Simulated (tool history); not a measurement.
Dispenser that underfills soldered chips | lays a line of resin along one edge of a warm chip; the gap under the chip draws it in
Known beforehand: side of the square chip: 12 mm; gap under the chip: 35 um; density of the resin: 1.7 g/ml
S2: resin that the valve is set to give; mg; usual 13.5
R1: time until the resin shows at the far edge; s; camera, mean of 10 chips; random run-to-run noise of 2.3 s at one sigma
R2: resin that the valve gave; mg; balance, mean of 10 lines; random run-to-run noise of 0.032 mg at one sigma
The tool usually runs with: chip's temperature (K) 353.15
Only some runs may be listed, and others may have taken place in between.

{"run": 1, "hour": 0.0, "chip's temperature (K)": 353.15, "S2": 13.5, "R1": 330.7, "R2": 13.49}
{"hour": 1.7, "done": "new syringe of resin"}
{"run": 2, "hour": 3.9, "chip's temperature (K)": 353.15, "S2": 13.5, "R1": 247.8, "R2": 13.47}
{"run": 3, "hour": 7.3, "chip's temperature (K)": 353.15, "S2": 13.5, "R1": 284.3, "R2": 13.47}
{"run": 4, "hour": 10.8, "chip's temperature (K)": 353.15, "S2": 13.5, "R1": 319.3, "R2": 13.37}
{"run": 5, "hour": 12.7, "chip's temperature (K)": 353.15, "S2": 13.5, "R1": 338.5, "R2": 13.45}
{"hour": 13.9, "done": "new syringe of resin"}
{"run": 6, "hour": 16.6, "chip's temperature (K)": 353.15, "S2": 13.8, "R1": 253.4, "R2": 13.6}
{"run": 7, "hour": 20.8, "chip's temperature (K)": 353.15, "S2": 13.8, "R1": 292.2, "R2": 13.65}
{"run": 8, "hour": 23.2, "chip's temperature (K)": 353.15, "S2": 13.8, "R1": 312.7, "R2": 13.66}
{"run": 9, "hour": 25.7, "chip's temperature (K)": 353.15, "S2": 13.5, "R1": 344.8, "R2": 13.32}
{"hour": 26.3, "done": "new syringe of resin"}
{"run": 10, "hour": 28.7, "chip's temperature (K)": 353.15, "S2": 15.1, "R1": 246.0, "R2": 14.94}
{"run": 11, "hour": 31.7, "chip's temperature (K)": 353.15, "S2": 15.1, "R1": 273.9, "R2": 14.92}
{"run": 12, "hour": 33.7, "chip's temperature (K)": 357.15, "S2": 15.1, "R1": 262.7, "R2": 14.93}
{"hour": 38.5, "done": "new syringe of resin"}
{"run": 13, "hour": 38.5, "chip's temperature (K)": 357.15, "S2": 15.1, "R1": 202.6, "R2": 14.88}
{"run": 14, "hour": 42.8, "chip's temperature (K)": 347.15, "S2": 13.5, "R1": 319.3, "R2": 13.34}
{"run": 15, "hour": 46.6, "chip's temperature (K)": 353.15, "S2": 13.3, "R1": 310.6, "R2": 13.07}
{"hour": 50.6, "done": "new syringe of resin"}
{"run": 16, "hour": 50.7, "chip's temperature (K)": 353.15, "S2": 13.3, "R1": 234.7, "R2": 13.07}
{"run": 17, "hour": 52.8, "chip's temperature (K)": 353.15, "S2": 13.3, "R1": 247.4, "R2": 13.0}
{"run": 18, "hour": 56.4, "chip's temperature (K)": 363.15, "S2": 13.5, "R1": 214.5, "R2": 13.23}
{"run": 19, "hour": 60.6, "chip's temperature (K)": 361.15, "S2": 13.4, "R1": 265.7, "R2": 13.04}
{"hour": 62.8, "done": "new syringe of resin"}
{"run": 20, "hour": 63.3, "chip's temperature (K)": 356.15, "S2": 13.4, "R1": 215.1, "R2": 13.13}
{"run": 21, "hour": 66.5, "chip's temperature (K)": 356.15, "S2": 13.4, "R1": 237.9, "R2": 13.11}
{"run": 22, "hour": 70.8, "chip's temperature (K)": 355.15, "S2": 16.4, "R1": 283.7, "R2": 15.96}
{"run": 23, "hour": 73.1, "chip's temperature (K)": 355.15, "S2": 16.4, "R1": 308.5, "R2": 15.98}
{"hour": 75.0, "done": "new syringe of resin"}
{"run": 24, "hour": 75.9, "chip's temperature (K)": 353.15, "S2": 13.2, "R1": 234.6, "R2": 12.81}
{"run": 25, "hour": 80.1, "chip's temperature (K)": 353.15, "S2": 13.2, "R1": 275.5, "R2": 12.77}
{"run": 26, "hour": 84.0, "chip's temperature (K)": 355.15, "S2": 12.5, "R1": 305.6, "R2": 12.09}
{"run": 27, "hour": 86.2, "chip's temperature (K)": 355.15, "S2": 12.5, "R1": 335.5, "R2": 12.1}
{"hour": 87.1, "done": "new syringe of resin"}
{"run": 28, "hour": 89.5, "chip's temperature (K)": 365.15, "S2": 15.4, "R1": 175.8, "R2": 14.9}
{"run": 29, "hour": 93.3, "chip's temperature (K)": 344.15, "S2": 15.9, "R1": 353.3, "R2": 15.37}
{"run": 30, "hour": 96.8, "chip's temperature (K)": 340.15, "S2": 11.6, "R1": 482.8, "R2": 11.26}
{"hour": 99.1, "done": "new syringe of resin"}
{"run": 31, "hour": 101.4, "chip's temperature (K)": 340.15, "S2": 11.6, "R1": 382.5, "R2": 11.22}
{"run": 32, "hour": 105.5, "chip's temperature (K)": 346.15, "S2": 13.5, "R1": 355.0, "R2": 13.05}
{"run": 33, "hour": 108.2, "chip's temperature (K)": 366.15, "S2": 14.9, "R1": 221.7, "R2": 14.37}
{"hour": 111.4, "done": "new syringe of resin"}
{"run": 34, "hour": 111.7, "chip's temperature (K)": 354.15, "S2": 13.5, "R1": 227.6, "R2": 13.01}
{"run": 35, "hour": 115.7, "chip's temperature (K)": 354.15, "S2": 13.5, "R1": 260.7, "R2": 12.92}
{"run": 36, "hour": 118.4, "chip's temperature (K)": 354.15, "S2": 13.5, "R1": 282.3, "R2": 12.97}

Consider 4 possible next runs. They are alternatives, not a sequence: every one starts from the tool as it was left by run 36. What does each give?
{"hour": 122.0, "done": "dispensing valve cleaned and set on the balance"}
{"run": "A", "hour": 122.5, "chip's temperature (K)": 342.15, "S2": 13.5, "R1": "?", "R2": "?"}
{"hour": 122.0, "done": "dispensing valve cleaned and set on the balance"}
{"run": "B", "hour": 122.5, "chip's temperature (K)": 361.15, "S2": 13.5, "R1": "?", "R2": "?"}
{"hour": 122.0, "done": "dispensing valve cleaned and set on the balance"}
{"run": "C", "hour": 122.5, "chip's temperature (K)": 364.15, "S2": 13.0, "R1": "?", "R2": "?"}
{"hour": 122.0, "done": "dispensing valve cleaned and set on the balance"}
{"run": "D", "hour": 122.5, "chip's temperature (K)": 363.15, "S2": 15.9, "R1": "?", "R2": "?"}

run=A R1=463.2 R2=13.49
run=B R1=260.0 R2=13.49
run=C R1=240.0 R2=13.01
run=D R1=245.4 R2=15.90
Without the tool's hidden state the same runs would have given:
run=A R1=314.2 R2=13.50
run=B R1=176.9 R2=13.51
run=C R1=163.5 R2=13.03
run=D R1=167.1 R2=15.91
